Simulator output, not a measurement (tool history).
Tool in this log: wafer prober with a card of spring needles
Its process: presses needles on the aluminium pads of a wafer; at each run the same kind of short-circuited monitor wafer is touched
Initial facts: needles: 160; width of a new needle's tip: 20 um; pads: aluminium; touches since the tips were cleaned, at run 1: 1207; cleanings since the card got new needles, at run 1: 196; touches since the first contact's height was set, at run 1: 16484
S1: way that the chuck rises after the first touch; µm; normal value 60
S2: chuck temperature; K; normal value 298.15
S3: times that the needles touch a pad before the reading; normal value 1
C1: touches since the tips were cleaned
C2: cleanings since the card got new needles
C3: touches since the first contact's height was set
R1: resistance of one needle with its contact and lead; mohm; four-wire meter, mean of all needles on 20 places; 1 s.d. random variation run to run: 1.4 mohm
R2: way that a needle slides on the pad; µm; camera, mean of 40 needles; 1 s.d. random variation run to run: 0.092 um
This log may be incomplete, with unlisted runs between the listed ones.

| run | hour | S1 | S2 | S3 | C1 | C2 | C3 | R1 | R2 |
|---|---|---|---|---|---|---|---|---|---|
| 1 | 0.0 | 60 | 298.15 | 1 | 1207 | 196 | 16484 | 120 | 16.10 |
|  | 3.1 | tips cleaned on abrasive film |
|  | 8.2 | tips cleaned on abrasive film |
|  | 12.2 | tips cleaned on abrasive film |
|  | 17.3 | tips cleaned on abrasive film |
|  | 22.4 | tips cleaned on abrasive film |
|  | 27.5 | tips cleaned on abrasive film |
|  | 32.5 | tips cleaned on abrasive film |
|  | 36.6 | tips cleaned on abrasive film |
|  | 41.7 | tips cleaned on abrasive film |
|  | 46.8 | tips cleaned on abrasive film |
| 2 | 47.3 | 60 | 298.15 | 1 | 358 | 206 | 48784 | 115 | 16.11 |
|  | 51.4 | tips cleaned on abrasive film |
|  | 55.4 | tips cleaned on abrasive film |
|  | 60.5 | tips cleaned on abrasive film |
|  | 65.6 | tips cleaned on abrasive film |
|  | 70.7 | tips cleaned on abrasive film |
|  | 75.7 | tips cleaned on abrasive film |
|  | 80.8 | tips cleaned on abrasive film |
|  | 85.9 | tips cleaned on abrasive film |
| 3 | 89.2 | 60 | 298.15 | 1 | 2287 | 214 | 77459 | 118 | 16.19 |
|  | 90.3 | tips cleaned on abrasive film |
|  | 94.3 | tips cleaned on abrasive film |
|  | 98.4 | tips cleaned on abrasive film |
|  | 103.5 | tips cleaned on abrasive film |
|  | 108.6 | tips cleaned on abrasive film |
|  | 112.7 | tips cleaned on abrasive film |
|  | 117.7 | tips cleaned on abrasive film |
|  | 122.8 | tips cleaned on abrasive film |
|  | 127.9 | tips cleaned on abrasive film |
|  | 132.0 | tips cleaned on abrasive film |
| 4 | 133.9 | 50 | 298.15 | 1 | 1361 | 224 | 107986 | 118 | 13.51 |
|  | 137.0 | tips cleaned on abrasive film |
|  | 141.1 | tips cleaned on abrasive film |
|  | 145.1 | tips cleaned on abrasive film |
|  | 150.2 | tips cleaned on abrasive film |
|  | 155.3 | tips cleaned on abrasive film |
|  | 159.4 | tips cleaned on abrasive film |
|  | 164.5 | tips cleaned on abrasive film |
|  | 169.5 | tips cleaned on abrasive film |
|  | 174.6 | tips cleaned on abrasive film |
|  | 178.7 | tips cleaned on abrasive film |
|  | 182.8 | tips cleaned on abrasive film |
|  | 187.8 | tips cleaned on abrasive film |
|  | 191.9 | tips cleaned on abrasive film |
| 5 | 192.4 | 60 | 302.15 | 1 | 328 | 237 | 147895 | 119 | 16.06 |
|  | 196.5 | tips cleaned on abrasive film |
|  | 197.8 | height of the first contact set anew |
|  | 201.8 | tips cleaned on abrasive film |
|  | 205.9 | tips cleaned on abrasive film |
|  | 211.0 | tips cleaned on abrasive film |
|  | 216.1 | tips cleaned on abrasive film |
|  | 220.1 | tips cleaned on abrasive film |
|  | 224.2 | tips cleaned on abrasive film |
|  | 228.3 | tips cleaned on abrasive film |
| 6 | 230.5 | 60 | 298.15 | 1 | 1529 | 245 | 22362 | 117 | 16.25 |
|  | 232.6 | tips cleaned on abrasive film |
|  | 237.7 | tips cleaned on abrasive film |
|  | 241.7 | tips cleaned on abrasive film |
|  | 246.8 | tips cleaned on abrasive film |
|  | 251.9 | tips cleaned on abrasive film |
|  | 256.0 | tips cleaned on abrasive film |
|  | 261.0 | tips cleaned on abrasive film |
|  | 265.1 | tips cleaned on abrasive film |
|  | 269.2 | tips cleaned on abrasive film |
|  | 274.3 | tips cleaned on abrasive film |
|  | 278.4 | tips cleaned on abrasive film |
|  | 283.4 | tips cleaned on abrasive film |
|  | 288.4 | tips cleaned on abrasive film |
| 7 | 288.4 | 60 | 356.15 | 1 | 0 | 258 | 61884 | 126 | 16.06 |
|  | 293.5 | tips cleaned on abrasive film |
|  | 297.6 | tips cleaned on abrasive film |
|  | 302.7 | tips cleaned on abrasive film |
|  | 306.7 | tips cleaned on abrasive film |
|  | 310.8 | tips cleaned on abrasive film |
|  | 315.9 | tips cleaned on abrasive film |
|  | 320.0 | tips cleaned on abrasive film |
|  | 325.0 | tips cleaned on abrasive film |
|  | 330.1 | tips cleaned on abrasive film |
|  | 335.2 | tips cleaned on abrasive film |
|  | 340.3 | tips cleaned on abrasive film |
| 8 | 340.9 | 60 | 298.15 | 1 | 419 | 269 | 97718 | 115 | 16.37 |
|  | 344.9 | tips cleaned on abrasive film |
|  | 350.0 | tips cleaned on abrasive film |
|  | 354.1 | tips cleaned on abrasive film |
|  | 359.2 | tips cleaned on abrasive film |
|  | 363.3 | tips cleaned on abrasive film |
|  | 367.3 | tips cleaned on abrasive film |
|  | 372.4 | tips cleaned on abrasive film |
|  | 377.5 | tips cleaned on abrasive film |
|  | 381.6 | tips cleaned on abrasive film |
|  | 386.6 | tips cleaned on abrasive film |
|  | 391.7 | tips cleaned on abrasive film |
|  | 395.8 | tips cleaned on abrasive film |
|  | 399.9 | tips cleaned on abrasive film |
| 9 | 402.4 | 60 | 298.15 | 1 | 1772 | 282 | 139766 | 116 | 16.10 |
|  | 404.5 | tips cleaned on abrasive film |
|  | 408.6 | tips cleaned on abrasive film |
|  | 413.7 | tips cleaned on abrasive film |
|  | 417.7 | tips cleaned on abrasive film |
|  | 420.0 | height of the first contact set anew |
|  | 423.1 | tips cleaned on abrasive film |
|  | 427.2 | tips cleaned on abrasive film |
|  | 431.3 | tips cleaned on abrasive film |
|  | 436.3 | tips cleaned on abrasive film |
|  | 441.4 | tips cleaned on abrasive film |
|  | 446.5 | tips cleaned on abrasive film |
|  | 451.6 | tips cleaned on abrasive film |
|  | 455.7 | tips cleaned on abrasive film |
|  | 460.7 | tips cleaned on abrasive film |
|  | 465.8 | tips cleaned on abrasive film |
|  | 469.9 | tips cleaned on abrasive film |
| 10 | 473.4 | 78 | 320.15 | 1 | 2475 | 297 | 36500 | 113 | 20.87 |
|  | 474.5 | tips cleaned on abrasive film |
|  | 479.6 | tips cleaned on abrasive film |
|  | 484.7 | tips cleaned on abrasive film |
|  | 488.7 | tips cleaned on abrasive film |
|  | 492.8 | tips cleaned on abrasive film |
|  | 496.9 | tips cleaned on abrasive film |
|  | 502.0 | tips cleaned on abrasive film |
|  | 506.1 | tips cleaned on abrasive film |
|  | 510.1 | tips cleaned on abrasive film |
|  | 514.9 | tips cleaned on abrasive film |
| 11 | 514.9 | 78 | 320.15 | 1 | 0 | 307 | 64750 | 113 | 21.03 |
|  | 520.0 | tips cleaned on abrasive film |
|  | 525.0 | tips cleaned on abrasive film |
|  | 530.1 | tips cleaned on abrasive film |
|  | 535.2 | tips cleaned on abrasive film |
|  | 540.3 | tips cleaned on abrasive film |
|  | 545.3 | tips cleaned on abrasive film |
|  | 550.4 | tips cleaned on abrasive film |
|  | 554.5 | tips cleaned on abrasive film |
|  | 558.6 | tips cleaned on abrasive film |
|  | 563.7 | tips cleaned on abrasive film |
| 12 | 567.0 | 73 | 320.15 | 1 | 2362 | 317 | 100444 | 116 | 19.71 |
|  | 568.1 | tips cleaned on abrasive film |
|  | 573.2 | tips cleaned on abrasive film |
|  | 578.3 | tips cleaned on abrasive film |
|  | 583.4 | tips cleaned on abrasive film |
|  | 588.4 | tips cleaned on abrasive film |
|  | 592.5 | tips cleaned on abrasive film |
|  | 596.6 | tips cleaned on abrasive film |
|  | 601.7 | tips cleaned on abrasive film |
|  | 606.5 | tips cleaned on abrasive film |
| 13 | 606.5 | 50 | 316.15 | 3 | 0 | 326 | 127350 | 123 | 13.42 |
|  | 611.6 | tips cleaned on abrasive film |
|  | 615.6 | tips cleaned on abrasive film |
|  | 619.7 | tips cleaned on abrasive film |
|  | 623.8 | tips cleaned on abrasive film |
|  | 628.9 | tips cleaned on abrasive film |
|  | 634.0 | tips cleaned on abrasive film |
|  | 638.0 | tips cleaned on abrasive film |
|  | 642.1 | tips cleaned on abrasive film |
|  | 642.4 | height of the first contact set anew |
|  | 647.5 | tips cleaned on abrasive film |
|  | 652.6 | tips cleaned on abrasive film |
|  | 656.6 | tips cleaned on abrasive film |
|  | 661.7 | tips cleaned on abrasive film |
|  | 666.8 | tips cleaned on abrasive film |
|  | 671.9 | tips cleaned on abrasive film |
|  | 676.9 | tips cleaned on abrasive film |
| 14 | 678.1 | 50 | 315.15 | 3 | 812 | 341 | 24422 | 122 | 13.39 |
|  | 681.2 | tips cleaned on abrasive film |
|  | 686.3 | tips cleaned on abrasive film |
|  | 690.3 | tips cleaned on abrasive film |
|  | 695.4 | tips cleaned on abrasive film |
|  | 700.5 | tips cleaned on abrasive film |
|  | 705.6 | tips cleaned on abrasive film |
|  | 709.7 | tips cleaned on abrasive film |
|  | 714.7 | tips cleaned on abrasive film |
|  | 718.8 | tips cleaned on abrasive film |
|  | 723.9 | tips cleaned on abrasive film |
|  | 728.0 | tips cleaned on abrasive film |
|  | 732.0 | tips cleaned on abrasive film |
|  | 737.1 | tips cleaned on abrasive film |
|  | 741.2 | tips cleaned on abrasive film |
| 15 | 743.6 | 42 | 315.15 | 3 | 1664 | 355 | 69139 | 129 | 11.30 |

Forecast each of these 4 alternatives for the next run:
|  | 745.7 | tips cleaned on abrasive film |
|  | 750.7 | tips cleaned on abrasive film |
|  | 755.8 | tips cleaned on abrasive film |
|  | 760.9 | tips cleaned on abrasive film |
|  | 765.0 | tips cleaned on abrasive film |
|  | 769.0 | tips cleaned on abrasive film |
|  | 774.1 | tips cleaned on abrasive film |
|  | 778.2 | tips cleaned on abrasive film |
|  | 782.3 | tips cleaned on abrasive film |
|  | 786.4 | tips cleaned on abrasive film |
|  | 791.4 | tips cleaned on abrasive film |
|  | 795.5 | tips cleaned on abrasive film |
|  | 800.6 | tips cleaned on abrasive film |
|  | 804.7 | tips cleaned on abrasive film |
|  | 809.7 | tips cleaned on abrasive film |
|  | 813.8 | tips cleaned on abrasive film |
|  | 818.9 | tips cleaned on abrasive film |
| A | 819.0 | 49 | 325.15 | 1 | 78 | 372 | 120601 | ? | ? |
|  | 745.7 | tips cleaned on abrasive film |
|  | 750.7 | tips cleaned on abrasive film |
|  | 755.8 | tips cleaned on abrasive film |
|  | 760.9 | tips cleaned on abrasive film |
|  | 765.0 | tips cleaned on abrasive film |
|  | 769.0 | tips cleaned on abrasive film |
|  | 774.1 | tips cleaned on abrasive film |
|  | 778.2 | tips cleaned on abrasive film |
|  | 782.3 | tips cleaned on abrasive film |
|  | 786.4 | tips cleaned on abrasive film |
|  | 791.4 | tips cleaned on abrasive film |
|  | 795.5 | tips cleaned on abrasive film |
|  | 800.6 | tips cleaned on abrasive film |
|  | 804.7 | tips cleaned on abrasive film |
|  | 809.7 | tips cleaned on abrasive film |
|  | 813.8 | tips cleaned on abrasive film |
|  | 818.9 | tips cleaned on abrasive film |
| B | 819.0 | 42 | 312.15 | 2 | 78 | 372 | 120601 | ? | ? |
|  | 745.7 | tips cleaned on abrasive film |
|  | 750.7 | tips cleaned on abrasive film |
|  | 755.8 | tips cleaned on abrasive film |
|  | 760.9 | tips cleaned on abrasive film |
|  | 765.0 | tips cleaned on abrasive film |
|  | 769.0 | tips cleaned on abrasive film |
|  | 774.1 | tips cleaned on abrasive film |
|  | 778.2 | tips cleaned on abrasive film |
|  | 782.3 | tips cleaned on abrasive film |
|  | 786.4 | tips cleaned on abrasive film |
|  | 791.4 | tips cleaned on abrasive film |
|  | 795.5 | tips cleaned on abrasive film |
|  | 800.6 | tips cleaned on abrasive film |
|  | 804.7 | tips cleaned on abrasive film |
|  | 809.7 | tips cleaned on abrasive film |
|  | 813.8 | tips cleaned on abrasive film |
|  | 818.9 | tips cleaned on abrasive film |
| C | 819.0 | 76 | 330.15 | 1 | 78 | 372 | 120601 | ? | ? |
|  | 745.7 | tips cleaned on abrasive film |
|  | 750.7 | tips cleaned on abrasive film |
|  | 755.8 | tips cleaned on abrasive film |
|  | 760.9 | tips cleaned on abrasive film |
|  | 765.0 | tips cleaned on abrasive film |
|  | 769.0 | tips cleaned on abrasive film |
|  | 774.1 | tips cleaned on abrasive film |
|  | 778.2 | tips cleaned on abrasive film |
|  | 782.3 | tips cleaned on abrasive film |
|  | 786.4 | tips cleaned on abrasive film |
|  | 791.4 | tips cleaned on abrasive film |
|  | 795.5 | tips cleaned on abrasive film |
|  | 800.6 | tips cleaned on abrasive film |
|  | 804.7 | tips cleaned on abrasive film |
|  | 809.7 | tips cleaned on abrasive film |
|  | 813.8 | tips cleaned on abrasive film |
|  | 818.9 | tips cleaned on abrasive film |
| D | 819.0 | 40 | 341.15 | 2 | 78 | 372 | 120601 | ? | ? |

| run | R1 | R2 |
|---|---|---|
| A | 123 | 13.16 |
| B | 128 | 11.34 |
| C | 117 | 20.36 |
| D | 134 | 10.71 |
Stripped of hidden state, with their random variation kept, the same runs would have yielded:
| run | R1 | R2 |
|---|---|---|
| A | 123 | 13.17 |
| B | 128 | 11.35 |
| C | 117 | 20.37 |
| D | 134 | 10.72 |
